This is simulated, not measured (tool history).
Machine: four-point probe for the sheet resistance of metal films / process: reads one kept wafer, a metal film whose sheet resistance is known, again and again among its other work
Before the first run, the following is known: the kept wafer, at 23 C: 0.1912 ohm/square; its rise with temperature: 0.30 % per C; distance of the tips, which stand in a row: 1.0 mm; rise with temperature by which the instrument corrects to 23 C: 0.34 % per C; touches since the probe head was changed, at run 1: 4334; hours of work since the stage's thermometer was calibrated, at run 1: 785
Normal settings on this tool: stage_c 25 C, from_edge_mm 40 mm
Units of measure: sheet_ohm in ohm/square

run	day	stage_c	from_edge_mm	touches since the probe head was changed	hours of work since the stage's thermometer was calibrated	sheet_ohm
1	0	25	40	4334	785	0.191143
2	0.671	26	40	4518	792	0.191109
3	1.146	26	40	4649	797	0.191028
4	1.729	26	40	4809	802	0.19103
5	2.379	25	40	4988	809	0.191101
6	2.8	32	40	5104	813	0.190624
7	3.546	32	40	5309	821	0.190607
8	4.25	32	40	5502	828	0.19053
9	4.9	32	40	5680	835	0.190657
10	5.583	32	15	5868	841	0.19104
11	6.125	32	15	6017	847	0.191056
12	6.633	25	40	6156	852	0.191134
13	6.967	25	5	6249	856	0.195128
14	7.558	25	40	6411	862	0.191149
15	8.1	25	40	6560	867	0.191215
16	8.496	25	40	6668	871	0.19117
17	8.996	26	40	6806	876	0.191055
18	9.671	19	40	6992	883	0.191616
19	9.983	19	40	7077	886	0.191664
20	10.592	19	40	7244	892	0.191564
21	10.971	25	38	7349	896	0.191145
22	11.571	25	38	7513	902	0.191154
23	11.975	31	27	7625	906	0.190835
24	12.546	31	27	7782	912	0.190777
25	13.054	23	24	7922	917	0.191426
26	13.742	23	24	8110	924	0.191366
27	14.421	23	24	8297	931	0.191376
28	14.854	23	24	8416	935	0.191365
29	15.471	23	24	8586	942	0.191363
30	15.925	31	25	8710	946	0.19079
31	16.358	29	61	8830	951	0.190825
32	16.879	24	42	8973	956	0.191207

Expected results for the next run?
33	17.321	24	42	9094	960	?

{"run 33": {"sheet_ohm": 0.191213}}
The same run, on a tool lacking any hidden state, would have yielded sheet_ohm 0.191201 ohm/square.
